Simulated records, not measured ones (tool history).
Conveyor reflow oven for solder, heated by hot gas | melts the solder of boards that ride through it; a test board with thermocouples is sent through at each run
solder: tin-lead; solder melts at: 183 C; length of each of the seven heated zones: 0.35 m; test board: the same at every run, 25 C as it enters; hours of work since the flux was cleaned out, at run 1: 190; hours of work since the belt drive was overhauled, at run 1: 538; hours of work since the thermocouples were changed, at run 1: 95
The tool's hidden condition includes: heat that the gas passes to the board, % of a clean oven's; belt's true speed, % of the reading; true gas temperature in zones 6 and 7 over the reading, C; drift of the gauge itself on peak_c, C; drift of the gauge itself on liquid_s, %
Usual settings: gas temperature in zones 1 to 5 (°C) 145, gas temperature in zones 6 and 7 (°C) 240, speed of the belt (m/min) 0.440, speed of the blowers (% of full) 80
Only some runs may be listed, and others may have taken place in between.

run,hour,gas temperature in zones 1 to 5 (°C),gas temperature in zones 6 and 7 (°C),speed of the belt (m/min),speed of the blowers (% of full),hours of work since the flux was cleaned out,hours of work since the belt drive was overhauled,hours of work since the thermocouples were changed,highest temperature of the board (°C),time above the solder's melting point (s)
1,0.0,145,240,0.440,80,190,538,95,225.3,81.7
2,14.4,145,230,0.440,80,197,545,102,216.5,74.2
3,29.2,145,240,0.440,80,205,553,110,225.2,81.9
4,42.6,145,240,0.464,80,212,560,117,223.5,75.9
5,57.4,145,228,0.464,80,220,568,125,213.3,67.1
6,76.7,145,228,0.464,80,230,578,135,213.3,66.9
7,88.9,145,240,0.440,80,237,585,142,225.1,81.8
8,103.0,145,240,0.440,80,244,592,149,225.1,81.6
# hour 126.5: flux residue cleaned out of gas plates and filters
9,127.0,145,240,0.440,80,0,602,159,224.9,81.7
10,138.6,145,240,0.440,80,6,608,165,225.1,81.8
11,149.3,145,240,0.440,80,12,614,171,225.4,81.5
12,169.2,145,240,0.440,80,23,625,182,225.0,82.0
13,188.6,145,240,0.440,80,33,635,192,225.5,81.8
14,199.0,145,240,0.440,80,38,640,197,225.4,81.8
15,220.5,145,240,0.440,80,50,652,209,225.2,81.5
16,233.9,145,229,0.440,80,57,659,216,215.6,73.8
17,256.0,144,235,0.387,90,69,671,228,225.3,93.9
18,277.0,147,240,0.440,80,80,682,239,225.6,82.9
19,287.6,145,240,0.491,80,85,687,244,221.5,70.5
20,305.7,145,240,0.501,89,95,697,254,222.4,69.6
# hour 329.5: belt drive overhauled, speed set with a stopwatch
21,331.7,145,240,0.495,80,106,1,266,221.8,69.1
22,352.7,156,240,0.394,61,118,12,277,226.6,98.5
23,369.7,145,240,0.464,80,127,21,286,223.4,75.9
24,387.0,145,240,0.464,80,136,30,295,223.6,76.3
25,406.5,141,240,0.440,70,146,41,305,222.6,77.7
26,420.6,141,240,0.440,70,153,48,313,222.8,77.5
27,436.2,141,253,0.440,67,162,57,321,233.1,85.5
28,445.8,154,253,0.371,67,167,62,326,241.0,113.2
29,455.4,141,240,0.440,80,172,67,331,224.7,79.2
30,465.1,141,240,0.440,80,177,72,336,224.5,79.2
31,478.7,141,240,0.440,80,184,79,343,224.7,79.4
32,492.5,137,240,0.472,80,192,86,351,221.6,69.7

Consider 3 possible next runs. They are alternatives, not a sequence: every one starts from the tool as it was left by run 32. What does each give?
A,502.7,145,240,0.440,61,197,92,356,?,?
B,502.7,137,240,0.472,84,197,92,356,?,?
C,502.7,137,248,0.472,76,197,92,356,?,?

run,highest temperature of the board (°C),time above the solder's melting point (s)
A,221.2,78.0
B,222.7,70.4
C,227.4,74.1
What these runs would have given with no unlogged condition in the tool:
run,highest temperature of the board (°C),time above the solder's melting point (s)
A,221.3,78.1
B,222.8,70.5
C,227.5,74.2
